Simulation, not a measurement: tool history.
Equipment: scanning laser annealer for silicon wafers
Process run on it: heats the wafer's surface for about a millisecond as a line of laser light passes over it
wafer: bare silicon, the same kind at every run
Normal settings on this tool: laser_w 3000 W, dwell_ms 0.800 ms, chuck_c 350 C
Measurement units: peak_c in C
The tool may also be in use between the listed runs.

Run 1, hour 0.0: usual settings. Result: peak_c 1156 C.
Run 2, hour 15.8: usual settings. Result: peak_c 1157 C.
Run 3, hour 28.3: usual settings but laser_w 2784 W. Result: peak_c 1083 C.
Run 4, hour 42.2: usual settings. Result: peak_c 1157 C.
Run 5, hour 53.3: usual settings. Result: peak_c 1155 C.
Run 6, hour 67.3: usual settings but laser_w 2874 W. Result: peak_c 1111 C.
Run 7, hour 78.6: usual settings but laser_w 2874 W. Result: peak_c 1113 C.
Run 8, hour 98.8: usual settings but laser_w 2874 W. Result: peak_c 1112 C.
Run 9, hour 112.5: usual settings. Result: peak_c 1149 C.
Run 10, hour 124.1: usual settings. Result: peak_c 1154 C.
Run 11, hour 145.9: usual settings but laser_w 2991 W. Result: peak_c 1149 C.
Run 12, hour 155.6: usual settings but laser_w 2991 W. Result: peak_c 1148 C.
Run 13, hour 175.3: usual settings but laser_w 2991 W. Result: peak_c 1146 C.
Run 14, hour 189.2: usual settings but laser_w 2900 W. Result: peak_c 1117 C.
Run 15, hour 210.9: usual settings but laser_w 2900 W. Result: peak_c 1115 C.
Run 16, hour 230.2: usual settings but laser_w 2900 W. Result: peak_c 1111 C.
Run 17, hour 252.6: usual settings but laser_w 2900 W. Result: peak_c 1116 C.
Run 18, hour 269.5: usual settings. Result: peak_c 1146 C.
Run 19, hour 287.7: usual settings but chuck_c 367 C. Result: peak_c 1166 C.
Run 20, hour 309.6: usual settings. Result: peak_c 1142 C.
Run 21, hour 329.5: usual settings but chuck_c 379 C. Result: peak_c 1175 C.
Run 22, hour 347.0: usual settings but chuck_c 379 C. Result: peak_c 1171 C.
Run 23, hour 359.9: usual settings but laser_w 2681 W, dwell_ms 0.987 ms, chuck_c 376 C. Result: peak_c 1158 C.
Run 24, hour 378.3: usual settings but laser_w 3267 W, chuck_c 316 C. Result: peak_c 1194 C.
Run 25, hour 391.6: usual settings but laser_w 3267 W, dwell_ms 0.665 ms, chuck_c 316 C. Result: peak_c 1103 C.
Run 26, hour 404.2: usual settings but laser_w 2844 W, dwell_ms 0.665 ms, chuck_c 362 C. Result: peak_c 1025 C.
Run 27, hour 417.9: usual settings but laser_w 2844 W, dwell_ms 0.665 ms, chuck_c 362 C. Result: peak_c 1026 C.
Run 28, hour 436.8: usual settings but laser_w 2992 W, dwell_ms 0.665 ms, chuck_c 362 C. Result: peak_c 1067 C.
Run 29, hour 457.7: usual settings but laser_w 2992 W, dwell_ms 0.665 ms, chuck_c 323 C. Result: peak_c 1025 C.
Run 30, hour 477.7: usual settings but laser_w 2992 W, dwell_ms 0.665 ms, chuck_c 323 C. Result: peak_c 1025 C.
Run 31, hour 490.5: usual settings but laser_w 2930 W, dwell_ms 0.708 ms, chuck_c 317 C. Result: peak_c 1026 C.
Run 32, hour 510.5: usual settings but laser_w 2668 W, dwell_ms 0.578 ms, chuck_c 317 C. Result: peak_c 877 C.
Run 33, hour 530.9: usual settings but laser_w 2748 W. Result: peak_c 1057 C.
Run 34, hour 549.8: usual settings but laser_w 2596 W, dwell_ms 0.831 ms, chuck_c 327 C. Result: peak_c 997 C.
Run 35, hour 564.3: usual settings but laser_w 3271 W, dwell_ms 0.655 ms, chuck_c 345 C. Result: peak_c 1117 C.
Run 36, hour 576.3: usual settings but laser_w 2652 W, dwell_ms 0.791 ms, chuck_c 381 C. Result: peak_c 1047 C.
Run 37, hour 591.4: usual settings but laser_w 2652 W, dwell_ms 0.791 ms, chuck_c 381 C. Result: peak_c 1047 C.
Run 38, hour 608.1: usual settings but dwell_ms 0.926 ms. Result: peak_c 1202 C.
Run 39, hour 623.5: usual settings but dwell_ms 0.825 ms. Result: peak_c 1141 C.
Run 40, hour 643.1: usual settings but laser_w 2831 W, dwell_ms 0.852 ms, chuck_c 341 C. Result: peak_c 1093 C.

Measured minus without-hidden-state, run by run (identical run-to-run variation in each term; gauge scatter may differ):
Hidden conditions of the tool in this case: light that passes the window, % of a clean one's; laser's true power over the reading, %; width of the line over the set one, %; drift of the gauge itself on peak_c, C.
run  peak_c
  1     -12
  2     -13
  3     -12
  4     -14
  5     -15
  6     -15
  7     -14
  8     -15
  9     -17
 10     -17
 11     -18
 12     -19
 13     -19
 14     -20
 15     -20
 16     -21
 17     -21
 18     -24
 19     -24
 20     -25
 21     -26
 22     -27
 23     -26
 24     -31
 25     -28
 26     -25
 27     -24
 28     -27
 29     -28
 30     -28
 31     -29
 32     -24
 33     -31
 34     -31
 35     -35
 36     -31
 37     -31
 38     -41
 39     -39
 40     -37

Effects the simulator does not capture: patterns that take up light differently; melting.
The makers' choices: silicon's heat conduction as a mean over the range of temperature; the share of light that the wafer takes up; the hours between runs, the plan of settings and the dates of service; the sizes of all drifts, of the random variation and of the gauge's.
